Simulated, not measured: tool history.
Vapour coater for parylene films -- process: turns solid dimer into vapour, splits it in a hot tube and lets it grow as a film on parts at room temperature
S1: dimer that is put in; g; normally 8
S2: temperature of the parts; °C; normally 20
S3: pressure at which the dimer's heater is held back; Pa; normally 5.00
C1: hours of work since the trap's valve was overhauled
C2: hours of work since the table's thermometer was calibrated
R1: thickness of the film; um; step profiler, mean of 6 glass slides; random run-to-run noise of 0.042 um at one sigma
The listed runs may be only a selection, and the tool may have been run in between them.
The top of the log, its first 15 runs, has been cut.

run	hour	S1	S2	S3	C1	C2	R1
16	390.7	8	20	5.00	162	576	4.15
17	413.2	8	15	5.00	176	590	4.71
18	450.3	8	15	5.00	199	614	4.58
19	465.5	7	15	4.64	209	623	4.04
# hour 481.1: trap's valve overhauled
20	492.9	8	19	9.29	7	638	4.32
21	516.6	12	19	2.71	22	653	7.87
22	546.8	12	30	2.02	41	671	5.81
23	574.0	8	30	4.82	58	688	3.36
# hour 576.5: table's thermometer calibrated
24	609.3	4	17	5.00	80	21	2.38
25	644.2	4	17	5.00	102	42	2.35
26	672.3	8	32	2.93	119	60	3.31
# hour 688.7: table's thermometer calibrated, once more
27	690.8	8	32	2.93	130	1	3.23
28	708.2	9	28	2.93	141	12	4.02
29	728.7	4	20	5.00	154	25	2.03
30	748.3	4	12	5.00	166	37	2.51
31	775.4	4	15	5.00	183	54	2.34
32	808.2	13	20	5.00	204	75	6.44
# hour 832.3: trap's valve overhauled
33	842.3	6	17	5.00	6	94	3.72
34	860.1	14	20	2.71	17	105	8.70
35	890.7	6	14	4.30	37	124	4.02
36	916.5	6	14	4.30	53	140	4.01

Alternative continuations, all from the tool just after run 36; predict every row:
A	945.2	7	14	5.00	71	158	?
B	945.2	3	20	11.73	71	158	?
C	945.2	4	18	9.66	71	158	?

run	R1
A	4.61
B	1.42
C	2.04
What these runs would have given with no unlogged condition in the tool:
run	R1
A	4.85
B	1.49
C	2.14
